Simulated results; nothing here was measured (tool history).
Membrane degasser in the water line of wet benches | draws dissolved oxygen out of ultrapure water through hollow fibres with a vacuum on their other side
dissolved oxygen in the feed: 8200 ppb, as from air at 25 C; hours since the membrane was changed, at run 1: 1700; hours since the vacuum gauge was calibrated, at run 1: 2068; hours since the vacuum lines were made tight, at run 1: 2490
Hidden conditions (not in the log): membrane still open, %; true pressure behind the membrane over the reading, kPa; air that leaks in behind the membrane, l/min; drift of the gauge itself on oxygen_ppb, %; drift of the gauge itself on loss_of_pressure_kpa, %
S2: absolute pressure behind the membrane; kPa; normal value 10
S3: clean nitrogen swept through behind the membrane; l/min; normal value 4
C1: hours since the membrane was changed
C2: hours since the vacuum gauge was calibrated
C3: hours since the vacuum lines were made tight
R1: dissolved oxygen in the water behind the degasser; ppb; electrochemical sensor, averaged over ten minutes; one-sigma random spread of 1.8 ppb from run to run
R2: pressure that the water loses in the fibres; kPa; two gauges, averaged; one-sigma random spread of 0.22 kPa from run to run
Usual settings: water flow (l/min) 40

{"run": 1, "hour": 0.0, "water flow (l/min)": 40, "S2": 10, "S3": 4, "C1": 1700, "C2": 2068, "C3": 2490, "R1": 178.5, "R2": 54.57}
{"run": 2, "hour": 48.0, "water flow (l/min)": 40, "S2": 10, "S3": 4, "C1": 1748, "C2": 2116, "C3": 2538, "R1": 177.4, "R2": 54.39}
{"run": 3, "hour": 91.2, "water flow (l/min)": 40, "S2": 10, "S3": 4, "C1": 1792, "C2": 2159, "C3": 2581, "R1": 177.4, "R2": 54.43}
{"run": 4, "hour": 116.5, "water flow (l/min)": 40, "S2": 10, "S3": 4, "C1": 1817, "C2": 2185, "C3": 2606, "R1": 179.6, "R2": 53.83}
{"run": 5, "hour": 163.1, "water flow (l/min)": 40, "S2": 10, "S3": 4, "C1": 1864, "C2": 2231, "C3": 2653, "R1": 176.4, "R2": 54.21}
{"run": 6, "hour": 201.8, "water flow (l/min)": 40, "S2": 10, "S3": 4, "C1": 1902, "C2": 2270, "C3": 2692, "R1": 181.2, "R2": 53.48}
{"run": 7, "hour": 228.6, "water flow (l/min)": 40, "S2": 10, "S3": 4, "C1": 1929, "C2": 2297, "C3": 2719, "R1": 176.6, "R2": 54}
{"run": 8, "hour": 280.3, "water flow (l/min)": 40, "S2": 10, "S3": 4, "C1": 1981, "C2": 2348, "C3": 2770, "R1": 178.1, "R2": 53.36}
{"run": 9, "hour": 317.2, "water flow (l/min)": 40, "S2": 10, "S3": 2.55, "C1": 2018, "C2": 2385, "C3": 2807, "R1": 257.8, "R2": 53.15}
{"run": 10, "hour": 367.7, "water flow (l/min)": 40, "S2": 10, "S3": 2.55, "C1": 2068, "C2": 2436, "C3": 2858, "R1": 261.9, "R2": 53.37}
{"run": 11, "hour": 420.3, "water flow (l/min)": 40, "S2": 10, "S3": 8.7, "C1": 2121, "C2": 2488, "C3": 2910, "R1": 98.5, "R2": 53.05}
{"run": 12, "hour": 452.4, "water flow (l/min)": 40, "S2": 10, "S3": 8.7, "C1": 2153, "C2": 2520, "C3": 2942, "R1": 97.1, "R2": 53.19}
{"hour": 476.9, "done": "gauge calibrated"}
{"run": 13, "hour": 483.8, "water flow (l/min)": 40, "S2": 10, "S3": 3.22, "C1": 2184, "C2": 2552, "C3": 2974, "R1": 214.8, "R2": 54.46}
{"run": 14, "hour": 514.8, "water flow (l/min)": 40, "S2": 10, "S3": 3.22, "C1": 2215, "C2": 2583, "C3": 3005, "R1": 211.7, "R2": 54.53}
{"run": 15, "hour": 565.0, "water flow (l/min)": 40, "S2": 9.3, "S3": 3.58, "C1": 2265, "C2": 2633, "C3": 3055, "R1": 179.1, "R2": 54.17}
{"run": 16, "hour": 599.3, "water flow (l/min)": 49, "S2": 12.2, "S3": 2.31, "C1": 2300, "C2": 2667, "C3": 3089, "R1": 439.9, "R2": 65.96}
{"run": 17, "hour": 644.0, "water flow (l/min)": 33, "S2": 10, "S3": 4.55, "C1": 2344, "C2": 2712, "C3": 3134, "R1": 131, "R2": 44.23}
{"run": 18, "hour": 672.2, "water flow (l/min)": 51, "S2": 10, "S3": 4.77, "C1": 2373, "C2": 2740, "C3": 3162, "R1": 202.6, "R2": 68.86}
{"run": 19, "hour": 699.2, "water flow (l/min)": 40, "S2": 6.6, "S3": 10.11, "C1": 2400, "C2": 2767, "C3": 3189, "R1": 53.5, "R2": 53.69}
{"run": 20, "hour": 745.2, "water flow (l/min)": 40, "S2": 6.3, "S3": 5.56, "C1": 2446, "C2": 2813, "C3": 3235, "R1": 73.4, "R2": 53.62}
{"run": 21, "hour": 790.7, "water flow (l/min)": 25, "S2": 6.3, "S3": 7.62, "C1": 2491, "C2": 2859, "C3": 3281, "R1": 31.4, "R2": 33.36}
{"run": 22, "hour": 813.1, "water flow (l/min)": 25, "S2": 6.3, "S3": 7.62, "C1": 2513, "C2": 2881, "C3": 3303, "R1": 31.5, "R2": 33.23}
{"run": 23, "hour": 858.2, "water flow (l/min)": 44, "S2": 10, "S3": 5.22, "C1": 2559, "C2": 2926, "C3": 3348, "R1": 159.8, "R2": 58.38}
{"run": 24, "hour": 901.4, "water flow (l/min)": 33, "S2": 10, "S3": 4, "C1": 2602, "C2": 2969, "C3": 3391, "R1": 144.8, "R2": 44.11}
{"run": 25, "hour": 954.3, "water flow (l/min)": 40, "S2": 10.6, "S3": 4.06, "C1": 2655, "C2": 3022, "C3": 3444, "R1": 192.8, "R2": 52.7}
{"run": 26, "hour": 997.8, "water flow (l/min)": 40, "S2": 10.6, "S3": 4.06, "C1": 2698, "C2": 3066, "C3": 3488, "R1": 187, "R2": 52.92}
{"run": 27, "hour": 1026.4, "water flow (l/min)": 40, "S2": 10.6, "S3": 4.06, "C1": 2727, "C2": 3094, "C3": 3516, "R1": 188.3, "R2": 53.25}
{"run": 28, "hour": 1080.2, "water flow (l/min)": 59, "S2": 16.4, "S3": 2.9, "C1": 2781, "C2": 3148, "C3": 3570, "R1": 609.1, "R2": 77.02}

Table of differences, measured result less the result of that run with no hidden state. Run-to-run variation is the same in both. Gauge scatter possibly is not:
run=1 R2=+0.01
run=2 R2=-0.15
run=3 R2=-0.29
run=4 R2=-0.37
run=5 R2=-0.52
run=6 R2=-0.65
run=7 R2=-0.74
run=8 R2=-0.91
run=9 R2=-1.03
run=10 R2=-1.19
run=11 R2=-1.37
run=12 R2=-1.47
run=13 R2=-0.01
run=14 R2=-0.12
run=15 R2=-0.28
run=16 R2=-0.48
run=17 R2=-0.44
run=18 R2=-0.8
run=19 R2=-0.72
run=20 R2=-0.86
run=21 R2=-0.63
run=22 R2=-0.68
run=23 R2=-1.35
run=24 R2=-1.14
run=25 R2=-1.54
run=26 R2=-1.69
run=27 R2=-1.79
run=28 R2=-2.88
R1: at most 0.1 ppb away from the measurement, every run.
